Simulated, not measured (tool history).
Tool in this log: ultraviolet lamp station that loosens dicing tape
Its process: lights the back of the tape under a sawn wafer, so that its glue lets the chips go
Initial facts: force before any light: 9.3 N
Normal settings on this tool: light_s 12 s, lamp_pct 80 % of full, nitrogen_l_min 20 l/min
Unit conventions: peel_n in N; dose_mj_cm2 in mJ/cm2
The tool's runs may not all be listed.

| run | hour | light_s | lamp_pct | nitrogen_l_min | peel_n | dose_mj_cm2 |
|---|---|---|---|---|---|---|
| 1 | 0.0 | 12 | 80 | 20 | 0.664 | 293 |
| 2 | 47.9 | 12 | 80 | 20 | 0.667 | 289 |
| 3 | 91.0 | 12 | 80 | 20 | 0.661 | 288 |
| 4 | 136.3 | 12 | 80 | 20 | 0.689 | 286 |
| 5 | 187.1 | 12 | 80 | 20 | 0.749 | 280 |
|  | 192.2 | window cleaned of glue's vapour |
| 6 | 217.3 | 12 | 80 | 20 | 0.710 | 266 |
| 7 | 247.2 | 12 | 80 | 20 | 0.809 | 267 |
| 8 | 273.2 | 12 | 80 | 20 | 0.795 | 267 |
| 9 | 321.0 | 12 | 80 | 20 | 0.793 | 265 |
| 10 | 349.2 | 9 | 69 | 20 | 1.809 | 169 |
|  | 388.9 | window cleaned of glue's vapour, once more |
| 11 | 393.7 | 9 | 69 | 24 | 1.346 | 188 |
| 12 | 442.1 | 14 | 94 | 7 | 0.701 | 408 |
| 13 | 489.9 | 12 | 76 | 10 | 1.099 | 272 |
| 14 | 528.2 | 12 | 70 | 15 | 1.040 | 256 |
| 15 | 563.5 | 21 | 82 | 14 | 0.284 | 520 |
| 16 | 612.1 | 11 | 80 | 14 | 1.018 | 264 |
| 17 | 667.1 | 8 | 74 | 29 | 1.398 | 176 |
| 18 | 701.7 | 19 | 86 | 8 | 0.460 | 482 |

Results for each run, recomputed without the tool's hidden state and with each run's random variation untouched:
What the log doesn't record here: lamp's light, % of a new lamp's; light that the window lets through, % of a clean one's; drift of the gauge itself on peel_n, %; drift of the gauge itself on dose_mj_cm2, %.
| run | peel_n | dose_mj_cm2 |
|---|---|---|
| 1 | 0.418 | 367 |
| 2 | 0.408 | 365 |
| 3 | 0.399 | 367 |
| 4 | 0.412 | 367 |
| 5 | 0.440 | 364 |
| 6 | 0.375 | 362 |
| 7 | 0.427 | 364 |
| 8 | 0.417 | 365 |
| 9 | 0.407 | 366 |
| 10 | 1.012 | 236 |
| 11 | 0.917 | 231 |
| 12 | 0.453 | 503 |
| 13 | 0.707 | 341 |
| 14 | 0.656 | 321 |
| 15 | 0.227 | 656 |
| 16 | 0.623 | 336 |
| 17 | 0.871 | 226 |
| 18 | 0.294 | 623 |
